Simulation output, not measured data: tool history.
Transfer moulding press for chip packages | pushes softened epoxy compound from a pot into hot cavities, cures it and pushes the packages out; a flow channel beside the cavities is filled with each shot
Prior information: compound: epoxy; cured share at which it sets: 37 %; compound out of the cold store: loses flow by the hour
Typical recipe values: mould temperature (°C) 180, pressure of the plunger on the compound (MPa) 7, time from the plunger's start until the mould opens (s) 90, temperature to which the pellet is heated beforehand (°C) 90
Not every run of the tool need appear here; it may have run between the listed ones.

run   hour  mould temperature (°C)  pressure of the plunger on the compound (MPa)  time from the plunger's start until the mould opens (s)  temperature to which the pellet is heated beforehand (°C)  incoming compound's hours out of the cold store  length that the compound runs in the flow channel (mm)  greatest force on the pins that push the packages out (N)
  1      0                     180                                              7                                                       90                                                         90                                             14.9                                                     811                                                        477
  2     17                     180                                              7                                                       90                                                         90                                             47.7                                                     748                                                        447
  3   31.3                     180                                              7                                                       90                                                         90                                             13.8                                                     817                                                        487
  4   43.3                     180                                              7                                                       90                                                         90                                             25.3                                                     795                                                        485
  5   52.3                     180                                              7                                                       80                                                         90                                             35.3                                                     771                                                        591
  6   64.4                     180                                              7                                                       80                                                         90                                             39.3                                                     763                                                        586
  7   72.3                     180                                              7                                                       90                                                         90                                             16.4                                                     808                                                        450
      83.5  -- cavities cleaned with cleaning compound and waxed
  8     84                     180                                              7                                                       90                                                         90                                             11.5                                                     820                                                        480
  9   93.5                     180                                           5.92                                                       90                                                         90                                               20                                                     734                                                        487
 10  109.8                     180                                           5.92                                                       90                                                         90                                             46.4                                                     690                                                        466
 11  124.3                     180                                           7.12                                                       90                                                         90                                             28.8                                                     796                                                        475
 12  137.4                     180                                           7.12                                                       90                                                         90                                             45.4                                                     760                                                        469
 13  151.3                     180                                           7.12                                                       90                                                         90                                             42.7                                                     767                                                        447
 14    159                     179                                           7.87                                                      128                                                         90                                             15.4                                                     867                                                        376
 15  174.7                     183                                           6.61                                                       71                                                         98                                             12.5                                                     779                                                        640
     184.2  -- cavities cleaned with cleaning compound and waxed
 16  184.7                     179                                           6.25                                                       90                                                         90                                             45.3                                                     715                                                        479
 17  195.5                     180                                              7                                                       82                                                         90                                             28.6                                                     779                                                        571
 18  204.1                     175                                           6.51                                                       90                                                         86                                             10.7                                                     806                                                        717
 19  221.3                     175                                           6.51                                                       90                                                         86                                             33.2                                                     767                                                        644
 20    231                     174                                           6.11                                                       77                                                         86                                             30.4                                                     744                                                       1089
 21  238.6                     174                                           6.11                                                       77                                                         86                                             19.8                                                     772                                                       1053
 22  250.8                     177                                              7                                                       90                                                         86                                             24.3                                                     799                                                        587
 23  267.2                     181                                           6.22                                                       90                                                         83                                               11                                                     773                                                        478
 24  280.3                     180                                              7                                                       84                                                         90                                             43.7                                                     750                                                        524
     284.9  -- cavities cleaned with cleaning compound and waxed
 25  293.4                     176                                            8.4                                                       84                                                         85                                             33.2                                                     862                                                        713

Alternative continuations, all from the tool just after run 25; predict every row:
  A  310.4                     176                                            8.4                                                       84                                                         85                                             15.4                                                       ?                                                          ?
  B  310.4                     176                                           8.31                                                       85                                                         85                                             29.1                                                       ?                                                          ?
  C  310.4                     176                                           6.28                                                       84                                                         93                                             31.7                                                       ?                                                          ?
  D  310.4                     187                                           5.76                                                       84                                                         96                                             41.1                                                       ?                                                          ?
  E  310.4                     176                                           6.06                                                      109                                                         85                                             46.4                                                       ?                                                          ?

run  length that the compound runs in the flow channel (mm)  greatest force on the pins that push the packages out (N)
  A                                                     910                                                        743
  B                                                     870                                                        701
  C                                                     744                                                        677
  D                                                     668                                                        399
  E                                                     707                                                        414
What these runs would have given with no unlogged condition in the tool:
run  length that the compound runs in the flow channel (mm)  greatest force on the pins that push the packages out (N)
  A                                                     911                                                        738
  B                                                     871                                                        696
  C                                                     745                                                        673
  D                                                     669                                                        395
  E                                                     708                                                        411

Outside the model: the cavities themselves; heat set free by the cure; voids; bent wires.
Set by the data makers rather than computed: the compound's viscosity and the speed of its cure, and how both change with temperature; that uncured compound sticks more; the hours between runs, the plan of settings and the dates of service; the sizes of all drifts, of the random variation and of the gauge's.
